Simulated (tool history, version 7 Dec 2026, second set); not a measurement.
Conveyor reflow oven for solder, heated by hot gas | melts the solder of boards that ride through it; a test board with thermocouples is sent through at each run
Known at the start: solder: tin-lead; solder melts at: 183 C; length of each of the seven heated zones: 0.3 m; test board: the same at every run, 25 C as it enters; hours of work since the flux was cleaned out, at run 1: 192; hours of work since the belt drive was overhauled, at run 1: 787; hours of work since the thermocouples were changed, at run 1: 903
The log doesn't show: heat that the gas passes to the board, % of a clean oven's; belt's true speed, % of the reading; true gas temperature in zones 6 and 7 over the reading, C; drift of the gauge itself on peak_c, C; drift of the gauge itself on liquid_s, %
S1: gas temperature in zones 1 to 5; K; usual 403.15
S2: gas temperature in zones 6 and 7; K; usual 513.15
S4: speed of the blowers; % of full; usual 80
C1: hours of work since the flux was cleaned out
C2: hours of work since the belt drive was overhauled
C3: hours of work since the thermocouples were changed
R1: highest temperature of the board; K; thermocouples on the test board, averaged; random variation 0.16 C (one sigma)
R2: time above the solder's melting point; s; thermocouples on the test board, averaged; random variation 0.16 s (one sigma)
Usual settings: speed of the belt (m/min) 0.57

run 1 hour=0 | S1=403.15 S2=513.15 speed_of_the_belt_(m/min)=0.57 S4=80 | C1=192 C2=787 C3=903 | R1=497.75 R2=50.1
run 2 hour=32 | S1=403.15 S2=513.15 speed_of_the_belt_(m/min)=0.57 S4=80 | C1=212 C2=807 C3=923 | R1=497.55 R2=50
run 3 hour=63.1 | S1=403.15 S2=513.15 speed_of_the_belt_(m/min)=0.57 S4=80 | C1=232 C2=826 C3=942 | R1=497.75 R2=49.6
run 4 hour=95.7 | S1=403.15 S2=513.15 speed_of_the_belt_(m/min)=0.553 S4=80 | C1=252 C2=847 C3=963 | R1=498.35 R2=52
run 5 hour=121.2 | S1=403.15 S2=513.15 speed_of_the_belt_(m/min)=0.553 S4=80 | C1=269 C2=863 C3=979 | R1=498.75 R2=51.9
run 6 hour=153.4 | S1=403.15 S2=513.15 speed_of_the_belt_(m/min)=0.553 S4=80 | C1=289 C2=883 C3=1000 | R1=498.65 R2=52.3
run 7 hour=170.7 | S1=399.15 S2=513.15 speed_of_the_belt_(m/min)=0.553 S4=80 | C1=300 C2=894 C3=1011 | R1=498.05 R2=50.9
run 8 hour=190.4 | S1=403.15 S2=513.15 speed_of_the_belt_(m/min)=0.57 S4=80 | C1=312 C2=907 C3=1023 | R1=497.55 R2=49.6
run 9 hour=212.8 | S1=403.15 S2=513.15 speed_of_the_belt_(m/min)=0.57 S4=80 | C1=326 C2=921 C3=1037 | R1=497.85 R2=49.8
run 10 hour=230.6 | S1=403.15 S2=513.15 speed_of_the_belt_(m/min)=0.57 S4=80 | C1=338 C2=932 C3=1048 | R1=497.95 R2=49.6
run 11 hour=251.5 | S1=403.15 S2=513.15 speed_of_the_belt_(m/min)=0.57 S4=80 | C1=351 C2=945 C3=1062 | R1=497.65 R2=49.5
-- hour=282.7 flux residue cleaned out of gas plates and filters
run 12 hour=286.8 | S1=403.15 S2=513.15 speed_of_the_belt_(m/min)=0.57 S4=80 | C1=3 C2=965 C3=1081 | R1=497.85 R2=49.9
run 13 hour=316.6 | S1=403.15 S2=513.15 speed_of_the_belt_(m/min)=0.57 S4=80 | C1=21 C2=983 C3=1100 | R1=497.85 R2=49.8
run 14 hour=333.9 | S1=416.15 S2=513.15 speed_of_the_belt_(m/min)=0.57 S4=80 | C1=32 C2=994 C3=1110 | R1=499.55 R2=54.3
run 15 hour=353.1 | S1=390.15 S2=510.15 speed_of_the_belt_(m/min)=0.57 S4=82 | C1=44 C2=1006 C3=1123 | R1=493.45 R2=44.6
run 16 hour=383.6 | S1=410.15 S2=528.15 speed_of_the_belt_(m/min)=0.614 S4=80 | C1=64 C2=1026 C3=1142 | R1=509.85 R2=52.8
run 17 hour=399 | S1=394.15 S2=504.15 speed_of_the_belt_(m/min)=0.57 S4=60 | C1=73 C2=1035 C3=1152 | R1=484.85 R2=39.3
run 18 hour=419.4 | S1=394.15 S2=504.15 speed_of_the_belt_(m/min)=0.57 S4=60 | C1=86 C2=1048 C3=1165 | R1=485.05 R2=39.1
run 19 hour=438.7 | S1=394.15 S2=504.15 speed_of_the_belt_(m/min)=0.57 S4=60 | C1=99 C2=1061 C3=1177 | R1=485.05 R2=39.1
-- hour=448.6 thermocouples of zones 6 and 7 changed
run 20 hour=473.2 | S1=394.15 S2=504.15 speed_of_the_belt_(m/min)=0.57 S4=60 | C1=119 C2=1081 C3=16 | R1=484.65 R2=39.1
run 21 hour=494.2 | S1=411.15 S2=516.15 speed_of_the_belt_(m/min)=0.518 S4=60 | C1=132 C2=1094 C3=29 | R1=501.85 R2=59.1
run 22 hour=526.2 | S1=412.15 S2=528.15 speed_of_the_belt_(m/min)=0.518 S4=72 | C1=153 C2=1115 C3=49 | R1=514.35 R2=65.4
run 23 hour=550.3 | S1=412.15 S2=528.15 speed_of_the_belt_(m/min)=0.518 S4=72 | C1=168 C2=1130 C3=64 | R1=515.05 R2=65.2
run 24 hour=566.4 | S1=412.15 S2=528.15 speed_of_the_belt_(m/min)=0.518 S4=72 | C1=178 C2=1140 C3=74 | R1=514.65 R2=65.1
run 25 hour=601 | S1=404.15 S2=520.15 speed_of_the_belt_(m/min)=0.57 S4=80 | C1=200 C2=1162 C3=96 | R1=504.25 R2=53.2
run 26 hour=618.2 | S1=397.15 S2=506.15 speed_of_the_belt_(m/min)=0.656 S4=62 | C1=211 C2=1173 C3=107 | R1=481.95 R2=31.6
run 27 hour=641.3 | S1=397.15 S2=506.15 speed_of_the_belt_(m/min)=0.656 S4=62 | C1=225 C2=1187 C3=122 | R1=482.05 R2=32

5 ways to go on from here, each from the tool as it stands after run 27. What would each give?
run A hour=660.1 | S1=416.15 S2=508.15 speed_of_the_belt_(m/min)=0.648 S4=80 | C1=237 C2=1199 C3=134 | R1=? R2=?
run B hour=660.1 | S1=394.15 S2=520.15 speed_of_the_belt_(m/min)=0.57 S4=80 | C1=237 C2=1199 C3=134 | R1=? R2=?
run C hour=660.1 | S1=403.15 S2=513.15 speed_of_the_belt_(m/min)=0.478 S4=80 | C1=237 C2=1199 C3=134 | R1=? R2=?
run D hour=660.1 | S1=397.15 S2=506.15 speed_of_the_belt_(m/min)=0.567 S4=62 | C1=237 C2=1199 C3=134 | R1=? R2=?
run E hour=660.1 | S1=390.15 S2=513.15 speed_of_the_belt_(m/min)=0.57 S4=85 | C1=237 C2=1199 C3=134 | R1=? R2=?

run=A R1=491.05 R2=43.5
run=B R1=502.75 R2=49.8
run=C R1=502.55 R2=63.1
run=D R1=487.45 R2=42.4
run=E R1=496.55 R2=46
Without the tool's hidden state the same runs would have given:
run=A R1=491.05 R2=43.5
run=B R1=502.75 R2=49.8
run=C R1=502.55 R2=63.1
run=D R1=487.55 R2=42.4
run=E R1=496.65 R2=46
